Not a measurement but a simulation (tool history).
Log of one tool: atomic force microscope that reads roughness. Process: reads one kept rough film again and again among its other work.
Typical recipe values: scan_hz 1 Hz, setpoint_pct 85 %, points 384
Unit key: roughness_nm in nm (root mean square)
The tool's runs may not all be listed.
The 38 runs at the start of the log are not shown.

Run 39, hour 975.6: usual settings but scan_hz 0.55 Hz, setpoint_pct 60 %, points 652. Result: roughness_nm 2.372 nm (root mean square).
Run 40, hour 997.6: usual settings but scan_hz 0.8 Hz, setpoint_pct 82 %, points 266. Result: roughness_nm 2.177 nm (root mean square).
Run 41, hour 1014.9: usual settings but scan_hz 0.8 Hz, setpoint_pct 82 %, points 266. Result: roughness_nm 2.189 nm (root mean square).
Run 42, hour 1045.4: usual settings but scan_hz 0.8 Hz, setpoint_pct 82 %, points 266. Result: roughness_nm 2.185 nm (root mean square).
Run 43, hour 1064.3: usual settings but scan_hz 2.91 Hz, points 738. Result: roughness_nm 1.895 nm (root mean square).
At hour 1078.9: new tip fitted.
Run 44, hour 1091.5: usual settings but scan_hz 3.57 Hz, setpoint_pct 56 %. Result: roughness_nm 2.227 nm (root mean square).
Run 45, hour 1108.1: usual settings but scan_hz 3.57 Hz, setpoint_pct 56 %. Result: roughness_nm 2.238 nm (root mean square).
Run 46, hour 1136.2: usual settings but scan_hz 0.92 Hz, setpoint_pct 88 %, points 447. Result: roughness_nm 2.18 nm (root mean square).
Run 47, hour 1156.2: usual settings but scan_hz 1.04 Hz, setpoint_pct 57 %, points 369. Result: roughness_nm 2.331 nm (root mean square).
Run 48, hour 1172.9: usual settings but scan_hz 1.04 Hz, setpoint_pct 57 %, points 369. Result: roughness_nm 2.336 nm (root mean square).
Run 49, hour 1199.7: usual settings but scan_hz 1.04 Hz, setpoint_pct 57 %, points 369. Result: roughness_nm 2.321 nm (root mean square).
Run 50, hour 1231.6: usual settings but scan_hz 1.04 Hz, setpoint_pct 57 %, points 369. Result: roughness_nm 2.336 nm (root mean square).
Run 51, hour 1265.9: usual settings but scan_hz 1.04 Hz, setpoint_pct 57 %, points 369. Result: roughness_nm 2.319 nm (root mean square).
Run 52, hour 1288: usual settings but scan_hz 1.04 Hz, setpoint_pct 57 %, points 369. Result: roughness_nm 2.32 nm (root mean square).
Run 53, hour 1305.7: usual settings but scan_hz 1.04 Hz, points 902. Result: roughness_nm 2.197 nm (root mean square).

Below are 3 alternative next runs, each starting from the tool's condition after run 53. Predict each:
Run A, hour 1324.6: usual settings but scan_hz 3.27 Hz, setpoint_pct 62 %, points 336. Result: roughness_nm ?.
Run B, hour 1324.6: usual settings but scan_hz 2.48 Hz, points 345. Result: roughness_nm ?.
Run C, hour 1324.6: usual settings but scan_hz 2.83 Hz, points 644. Result: roughness_nm ?.

run  roughness_nm
  A         2.193
  B         1.927
  C         1.906
Take away the tool's hidden state, keep each run's random variation, and the runs would have read:
run  roughness_nm
  A         2.197
  B         1.931
  C         1.909
